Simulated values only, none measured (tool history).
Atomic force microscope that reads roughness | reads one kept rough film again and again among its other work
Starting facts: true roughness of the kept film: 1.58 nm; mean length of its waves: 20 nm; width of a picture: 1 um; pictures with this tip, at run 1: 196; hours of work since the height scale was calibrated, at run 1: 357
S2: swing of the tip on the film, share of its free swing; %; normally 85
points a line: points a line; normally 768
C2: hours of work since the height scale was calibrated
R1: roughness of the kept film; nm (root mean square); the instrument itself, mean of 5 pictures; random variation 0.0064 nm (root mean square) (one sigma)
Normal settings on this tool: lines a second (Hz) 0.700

run 1 hour=0.0 | lines_a_second_(Hz)=0.700 S2=85 points_a_line=768 | pictures_with_this_tip=196 C2=357 | R1=1.245
run 2 hour=27.5 | lines_a_second_(Hz)=0.700 S2=85 points_a_line=768 | pictures_with_this_tip=241 C2=377 | R1=1.254
run 3 hour=86.1 | lines_a_second_(Hz)=0.700 S2=85 points_a_line=768 | pictures_with_this_tip=337 C2=420 | R1=1.239
-- hour=95.0 new tip fitted
run 4 hour=117.2 | lines_a_second_(Hz)=0.700 S2=85 points_a_line=768 | pictures_with_this_tip=37 C2=442 | R1=1.253
run 5 hour=181.0 | lines_a_second_(Hz)=0.700 S2=85 points_a_line=768 | pictures_with_this_tip=141 C2=489 | R1=1.253
run 6 hour=215.5 | lines_a_second_(Hz)=0.700 S2=58 points_a_line=768 | pictures_with_this_tip=198 C2=514 | R1=1.341
run 7 hour=282.7 | lines_a_second_(Hz)=1.429 S2=58 points_a_line=768 | pictures_with_this_tip=308 C2=564 | R1=1.310
-- hour=310.3 new tip fitted
run 8 hour=316.0 | lines_a_second_(Hz)=1.429 S2=63 points_a_line=768 | pictures_with_this_tip=9 C2=588 | R1=1.285
run 9 hour=360.6 | lines_a_second_(Hz)=3.062 S2=85 points_a_line=568 | pictures_with_this_tip=82 C2=620 | R1=0.970
run 10 hour=394.7 | lines_a_second_(Hz)=3.062 S2=58 points_a_line=510 | pictures_with_this_tip=138 C2=645 | R1=1.249

Branching from run 10: 5 alternative next runs. What would each branch give?
run A hour=426.6 | lines_a_second_(Hz)=0.640 S2=65 points_a_line=270 | pictures_with_this_tip=190 C2=669 | R1=?
run B hour=426.6 | lines_a_second_(Hz)=2.542 S2=84 points_a_line=355 | pictures_with_this_tip=190 C2=669 | R1=?
run C hour=426.6 | lines_a_second_(Hz)=3.780 S2=58 points_a_line=982 | pictures_with_this_tip=190 C2=669 | R1=?
run D hour=426.6 | lines_a_second_(Hz)=1.626 S2=70 points_a_line=768 | pictures_with_this_tip=190 C2=669 | R1=?
run E hour=426.6 | lines_a_second_(Hz)=0.614 S2=58 points_a_line=510 | pictures_with_this_tip=190 C2=669 | R1=?

run=A R1=1.284
run=B R1=1.015
run=C R1=1.233
run=D R1=1.243
run=E R1=1.319
With no hidden state in the tool, these same runs would have given:
run=A R1=1.286
run=B R1=1.016
run=C R1=1.234
run=D R1=1.245
run=E R1=1.321
